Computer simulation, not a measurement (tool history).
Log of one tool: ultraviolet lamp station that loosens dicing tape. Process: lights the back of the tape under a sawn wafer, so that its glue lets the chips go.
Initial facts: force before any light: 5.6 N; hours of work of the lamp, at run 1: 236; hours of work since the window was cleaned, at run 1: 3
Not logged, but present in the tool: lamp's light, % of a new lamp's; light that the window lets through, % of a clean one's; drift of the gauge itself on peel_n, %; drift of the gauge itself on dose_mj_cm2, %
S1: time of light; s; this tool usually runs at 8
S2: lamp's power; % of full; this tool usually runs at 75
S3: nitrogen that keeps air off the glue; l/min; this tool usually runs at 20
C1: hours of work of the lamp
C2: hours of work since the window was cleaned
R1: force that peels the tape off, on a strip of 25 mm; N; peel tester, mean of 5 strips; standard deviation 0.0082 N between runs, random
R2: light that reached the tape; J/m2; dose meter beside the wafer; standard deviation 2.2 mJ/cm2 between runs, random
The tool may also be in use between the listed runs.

run 1 hour=0.0 | S1=8 S2=75 S3=20 | C1=236 C2=3 | R1=0.382 R2=1830
run 2 hour=86.3 | S1=8 S2=75 S3=20 | C1=298 C2=65 | R1=0.412 R2=1770
run 3 hour=152.9 | S1=8 S2=75 S3=20 | C1=346 C2=113 | R1=0.438 R2=1700
run 4 hour=232.8 | S1=8 S2=75 S3=20 | C1=404 C2=171 | R1=0.471 R2=1630
run 5 hour=282.0 | S1=8 S2=75 S3=20 | C1=439 C2=206 | R1=0.489 R2=1590
run 6 hour=330.7 | S1=8 S2=75 S3=20 | C1=475 C2=242 | R1=0.510 R2=1600
run 7 hour=375.9 | S1=8 S2=75 S3=20 | C1=507 C2=274 | R1=0.544 R2=1520
run 8 hour=437.1 | S1=8 S2=75 S3=20 | C1=551 C2=318 | R1=0.572 R2=1520
run 9 hour=519.8 | S1=8 S2=75 S3=9 | C1=611 C2=378 | R1=1.043 R2=1420
run 10 hour=580.2 | S1=8 S2=75 S3=9 | C1=655 C2=422 | R1=1.134 R2=1430
run 11 hour=649.7 | S1=8 S2=60 S3=20 | C1=705 C2=472 | R1=1.015 R2=1080
run 12 hour=740.8 | S1=8 S2=75 S3=20 | C1=771 C2=538 | R1=0.739 R2=1270
-- hour=756.4 window cleaned of glue's vapour
run 13 hour=807.5 | S1=8 S2=75 S3=20 | C1=819 C2=37 | R1=0.598 R2=1460
run 14 hour=856.0 | S1=16 S2=75 S3=20 | C1=854 C2=72 | R1=0.139 R2=2890
run 15 hour=910.3 | S1=11 S2=69 S3=8 | C1=893 C2=111 | R1=0.804 R2=1780
run 16 hour=976.4 | S1=11 S2=95 S3=20 | C1=941 C2=159 | R1=0.214 R2=2380
run 17 hour=1029.4 | S1=8 S2=85 S3=34 | C1=979 C2=197 | R1=0.417 R2=1510
-- hour=1096.0 lamp changed
run 18 hour=1097.0 | S1=8 S2=85 S3=34 | C1=1 C2=245 | R1=0.209 R2=1940
run 19 hour=1150.6 | S1=8 S2=85 S3=34 | C1=39 C2=284 | R1=0.232 R2=1940
run 20 hour=1193.0 | S1=8 S2=75 S3=9 | C1=70 C2=315 | R1=0.838 R2=1700
run 21 hour=1260.1 | S1=8 S2=75 S3=9 | C1=119 C2=363 | R1=0.847 R2=1590
run 22 hour=1352.0 | S1=8 S2=75 S3=9 | C1=185 C2=430 | R1=0.902 R2=1580
run 23 hour=1425.5 | S1=8 S2=75 S3=9 | C1=238 C2=483 | R1=0.942 R2=1500
run 24 hour=1482.2 | S1=8 S2=75 S3=28 | C1=279 C2=524 | R1=0.459 R2=1460
-- hour=1513.1 window cleaned of glue's vapour
run 25 hour=1539.2 | S1=8 S2=75 S3=28 | C1=320 C2=19 | R1=0.326 R2=1720

Below are 3 alternative next runs, each starting from the tool's condition after run 25. Predict each:
run A hour=1609.5 | S1=8 S2=95 S3=28 | C1=371 C2=70 | R1=? R2=?
run B hour=1609.5 | S1=10 S2=61 S3=28 | C1=371 C2=70 | R1=? R2=?
run C hour=1609.5 | S1=7 S2=88 S3=20 | C1=371 C2=70 | R1=? R2=?

run=A R1=0.220 R2=2120
run=B R1=0.340 R2=1720
run=C R1=0.425 R2=1740
Stripped of hidden state, with their random variation kept, the same runs would have yielded:
run=A R1=0.165 R2=2450
run=B R1=0.245 R2=1990
run=C R1=0.304 R2=2010
